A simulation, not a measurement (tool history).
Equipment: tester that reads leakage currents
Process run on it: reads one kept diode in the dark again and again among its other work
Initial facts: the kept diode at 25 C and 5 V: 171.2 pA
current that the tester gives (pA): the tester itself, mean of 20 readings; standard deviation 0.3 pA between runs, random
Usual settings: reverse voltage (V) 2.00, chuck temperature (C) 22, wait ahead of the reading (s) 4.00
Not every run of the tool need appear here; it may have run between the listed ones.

run,hour,reverse voltage (V),chuck temperature (C),wait ahead of the reading (s),current that the tester gives (pA)
1,0.0,2.00,22,4.00,116.69
2,16.9,2.00,22,4.00,117.44
3,34.4,2.00,22,4.00,117.43
4,49.1,2.00,22,4.00,117.33
5,68.8,2.00,22,4.00,117.58
6,94.8,2.00,22,4.00,117.13
7,120.6,2.00,22,4.00,118.41
# hour 131.2: chuck's temperature calibrated
8,140.5,2.00,22,8.92,101.19
9,157.2,2.00,22,8.92,101.23
10,183.9,2.00,22,8.92,101.69
11,196.4,2.00,22,8.92,102.18
12,214.7,2.00,22,2.83,101.79
13,239.4,1.13,22,2.83,85.12
14,268.2,1.13,22,2.83,85.60
15,290.2,2.00,22,4.00,102.92
# hour 295.3: probe card cleaned and baked
16,319.0,2.00,22,4.00,104.50
17,332.4,2.00,22,4.00,104.08
18,345.3,2.82,22,4.00,116.76
19,362.4,2.82,22,4.00,117.17
20,375.3,2.00,22,4.00,104.38
21,388.3,2.00,22,4.00,104.86
22,413.7,1.22,42,1.89,422.61
# hour 427.3: probe card cleaned and baked, once more
23,439.3,1.22,42,1.89,423.44
24,459.2,1.22,42,1.89,422.29
25,476.4,1.53,29,1.93,169.71
26,494.5,5.30,21,1.68,133.75
27,508.2,5.30,21,1.68,132.81
28,522.4,8.69,22,4.00,169.89
29,537.3,15.05,22,4.00,204.27
30,558.3,2.00,33,0.54,257.73
31,582.4,8.87,33,0.73,415.58
32,607.1,8.87,33,0.73,416.37
33,629.9,8.87,33,0.73,420.47
34,660.6,8.87,33,0.73,419.68
35,689.8,2.88,32,0.73,272.64
36,709.7,2.88,32,0.73,273.54
37,727.6,1.01,22,1.92,87.99
38,744.7,2.00,53,4.95,1111.07
39,764.9,15.88,31,0.69,444.80
40,779.0,1.00,58,4.21,1251.77
41,798.6,2.00,43,8.79,558.14

For each run, the measured value with the value that run would have given without the tool's hidden condition subtracted. The run-to-run variation is shared by both, the gauge scatter possibly not:
Hidden conditions of the tool in this case: stray current of the dirty probe card, pA a volt; current scale over the true one, %; true chuck temperature over the reading, C; drift of the gauge itself on leakage_pa, %.
run,current that the tester gives (pA)
1,+16.52
2,+16.90
3,+17.15
4,+17.34
5,+17.67
6,+17.94
7,+18.51
8,+0.92
9,+1.18
10,+1.58
11,+1.78
12,+2.03
13,+1.88
14,+2.24
15,+3.20
16,+4.06
17,+4.25
18,+5.28
19,+5.57
20,+4.87
21,+5.06
22,+16.44
23,+16.92
24,+17.89
25,+8.09
26,+7.15
27,+7.39
28,+9.89
29,+12.60
30,+14.66
31,+25.26
32,+26.65
33,+28.09
34,+29.70
35,+20.18
36,+20.95
37,+7.36
38,+78.32
39,+38.71
40,+90.15
41,+45.11
